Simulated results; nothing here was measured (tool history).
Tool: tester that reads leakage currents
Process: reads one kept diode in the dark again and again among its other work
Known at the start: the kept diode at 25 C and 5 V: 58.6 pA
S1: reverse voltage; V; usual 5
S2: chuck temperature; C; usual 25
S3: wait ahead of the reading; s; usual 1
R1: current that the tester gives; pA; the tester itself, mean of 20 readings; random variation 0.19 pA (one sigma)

run    hour    S1  S2    S3      R1
  1       0     5  25     1   61.09
  2   112.4     5  25  2.41   61.58
  3   182.6     5  25  2.41   62.35
  4   282.5     5  25   3.1   63.59
  5   369.6  1.04  25     1   26.77
  6   483.3  1.04  25     1   26.99
  7   603.9  1.04  25     1   27.38
  8   670.3  1.04  25     1   27.58
  9   765.1  1.04  25     1   27.89
 10     866  1.04  25     1   27.94
 11   983.4  1.04  25     1   28.52
 12  1070.3  1.04  25     1   28.77
 13  1218.6     5  27     1   85.68
 14  1286.9     5  27     1   86.49
 15  1351.7     5  25     1   73.63
 16  1425.6     5  25     1   74.12
 17  1535.3     5  44     1  376.22
 18  1610.1     5  44     1   378.2
 19    1681     5  44  1.61  381.17
 20  1822.9  1.82  34  5.05   94.65
 21  1942.1  4.95  40   0.6  278.14
 22  2036.7     5  28  2.56  101.59
 23  2147.5  2.63  28  9.21   71.11

Forecast run 24:
 24  2260.2  2.63  28  9.21   ?

Run 24 gave R1 72.01 pA.
Without the tool's hidden state the same run would have given R1 54.65 pA.

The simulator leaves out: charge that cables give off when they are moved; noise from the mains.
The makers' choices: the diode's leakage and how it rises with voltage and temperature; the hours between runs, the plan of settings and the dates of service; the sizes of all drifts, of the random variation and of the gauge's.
